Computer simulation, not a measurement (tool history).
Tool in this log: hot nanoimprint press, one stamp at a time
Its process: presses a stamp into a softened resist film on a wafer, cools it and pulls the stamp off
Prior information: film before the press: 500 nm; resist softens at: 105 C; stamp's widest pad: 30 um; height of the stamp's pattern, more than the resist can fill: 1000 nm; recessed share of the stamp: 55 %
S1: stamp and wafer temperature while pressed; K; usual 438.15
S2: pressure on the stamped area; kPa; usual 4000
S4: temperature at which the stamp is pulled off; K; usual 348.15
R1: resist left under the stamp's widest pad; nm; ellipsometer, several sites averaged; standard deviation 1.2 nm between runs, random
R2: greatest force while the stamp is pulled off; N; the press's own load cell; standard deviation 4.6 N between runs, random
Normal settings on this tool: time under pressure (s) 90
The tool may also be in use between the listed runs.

{"run": 1, "day": 0.0, "S1": 438.15, "S2": 4000, "time under pressure (s)": 90, "S4": 348.15, "R1": 231.3, "R2": 217}
{"run": 2, "day": 1.583, "S1": 438.15, "S2": 4000, "time under pressure (s)": 90, "S4": 348.15, "R1": 230.2, "R2": 222}
{"run": 3, "day": 4.396, "S1": 438.15, "S2": 4000, "time under pressure (s)": 90, "S4": 348.15, "R1": 234.6, "R2": 225}
{"run": 4, "day": 7.196, "S1": 442.15, "S2": 4000, "time under pressure (s)": 90, "S4": 348.15, "R1": 184.7, "R2": 231}
{"run": 5, "day": 9.842, "S1": 442.15, "S2": 4000, "time under pressure (s)": 90, "S4": 348.15, "R1": 183.9, "R2": 231}
{"run": 6, "day": 11.604, "S1": 444.15, "S2": 4000, "time under pressure (s)": 90, "S4": 348.15, "R1": 164.3, "R2": 219}
{"run": 7, "day": 13.075, "S1": 438.15, "S2": 4000, "time under pressure (s)": 92, "S4": 348.15, "R1": 233.5, "R2": 233}
{"run": 8, "day": 15.671, "S1": 438.15, "S2": 4000, "time under pressure (s)": 92, "S4": 348.15, "R1": 231.5, "R2": 225}
{"run": 9, "day": 18.404, "S1": 438.15, "S2": 4000, "time under pressure (s)": 90, "S4": 348.15, "R1": 235.5, "R2": 218}
{"day": 20.788, "done": "stamp cleaned and given a new release coat"}
{"run": 10, "day": 21.062, "S1": 438.15, "S2": 4000, "time under pressure (s)": 90, "S4": 348.15, "R1": 236.2, "R2": 224}
{"run": 11, "day": 23.475, "S1": 438.15, "S2": 4000, "time under pressure (s)": 90, "S4": 348.15, "R1": 236.5, "R2": 226}
{"run": 12, "day": 24.988, "S1": 438.15, "S2": 4000, "time under pressure (s)": 90, "S4": 356.15, "R1": 235.1, "R2": 177}
{"run": 13, "day": 27.2, "S1": 438.15, "S2": 4000, "time under pressure (s)": 90, "S4": 356.15, "R1": 237.7, "R2": 175}
{"run": 14, "day": 28.758, "S1": 438.15, "S2": 4000, "time under pressure (s)": 90, "S4": 356.15, "R1": 236.3, "R2": 180}
{"run": 15, "day": 30.783, "S1": 438.15, "S2": 4000, "time under pressure (s)": 90, "S4": 356.15, "R1": 237.8, "R2": 179}
{"run": 16, "day": 33.129, "S1": 434.15, "S2": 3170, "time under pressure (s)": 63, "S4": 340.15, "R1": 354.8, "R2": 275}
{"day": 34.496, "done": "press's hydraulic seals changed and the load cell set to zero"}
{"run": 17, "day": 34.738, "S1": 441.15, "S2": 4250, "time under pressure (s)": 90, "S4": 348.15, "R1": 196.1, "R2": 225}
{"day": 35.371, "done": "gauge calibrated"}
{"run": 18, "day": 36.233, "S1": 441.15, "S2": 4250, "time under pressure (s)": 90, "S4": 348.15, "R1": 189.2, "R2": 226}
{"run": 19, "day": 39.05, "S1": 427.15, "S2": 4000, "time under pressure (s)": 90, "S4": 348.15, "R1": 397.9, "R2": 230}
{"run": 20, "day": 40.633, "S1": 438.15, "S2": 4000, "time under pressure (s)": 74, "S4": 342.15, "R1": 249.9, "R2": 254}
{"day": 41.825, "done": "stamp cleaned and given a new release coat"}
{"run": 21, "day": 43.146, "S1": 428.15, "S2": 4000, "time under pressure (s)": 90, "S4": 348.15, "R1": 385.7, "R2": 223}
{"run": 22, "day": 46.079, "S1": 450.15, "S2": 4000, "time under pressure (s)": 90, "S4": 348.15, "R1": 116.7, "R2": 218}
{"day": 46.662, "done": "plate thermocouple calibrated"}
{"run": 23, "day": 49.025, "S1": 450.15, "S2": 4000, "time under pressure (s)": 45, "S4": 348.15, "R1": 157.6, "R2": 222}
{"run": 24, "day": 50.325, "S1": 436.15, "S2": 2890, "time under pressure (s)": 90, "S4": 352.15, "R1": 297.4, "R2": 201}
{"run": 25, "day": 52.362, "S1": 436.15, "S2": 2890, "time under pressure (s)": 90, "S4": 352.15, "R1": 300.0, "R2": 200}
{"run": 26, "day": 54.062, "S1": 435.15, "S2": 2890, "time under pressure (s)": 90, "S4": 334.15, "R1": 317.5, "R2": 301}
{"run": 27, "day": 56.796, "S1": 443.15, "S2": 4000, "time under pressure (s)": 161, "S4": 348.15, "R1": 137.4, "R2": 222}
{"run": 28, "day": 58.55, "S1": 438.15, "S2": 4000, "time under pressure (s)": 80, "S4": 333.15, "R1": 245.6, "R2": 318}

Forecast each of these 5 alternatives for the next run:
{"run": "A", "day": 60.392, "S1": 448.15, "S2": 4000, "time under pressure (s)": 80, "S4": 333.15, "R1": "?", "R2": "?"}
{"run": "B", "day": 60.392, "S1": 429.15, "S2": 4000, "time under pressure (s)": 90, "S4": 348.15, "R1": "?", "R2": "?"}
{"run": "C", "day": 60.392, "S1": 443.15, "S2": 6160, "time under pressure (s)": 65, "S4": 348.15, "R1": "?", "R2": "?"}
{"run": "D", "day": 60.392, "S1": 438.15, "S2": 2720, "time under pressure (s)": 80, "S4": 333.15, "R1": "?", "R2": "?"}
{"run": "E", "day": 60.392, "S1": 438.15, "S2": 4470, "time under pressure (s)": 80, "S4": 333.15, "R1": "?", "R2": "?"}

run=A R1=140.0 R2=307
run=B R1=372.4 R2=233
run=C R1=164.6 R2=226
run=D R1=288.5 R2=325
run=E R1=234.7 R2=316
Stripped of hidden state, with their random variation kept, the same runs would have yielded:
run=A R1=137.2 R2=303
run=B R1=365.2 R2=230
run=C R1=161.3 R2=223
run=D R1=282.8 R2=321
run=E R1=230.0 R2=312
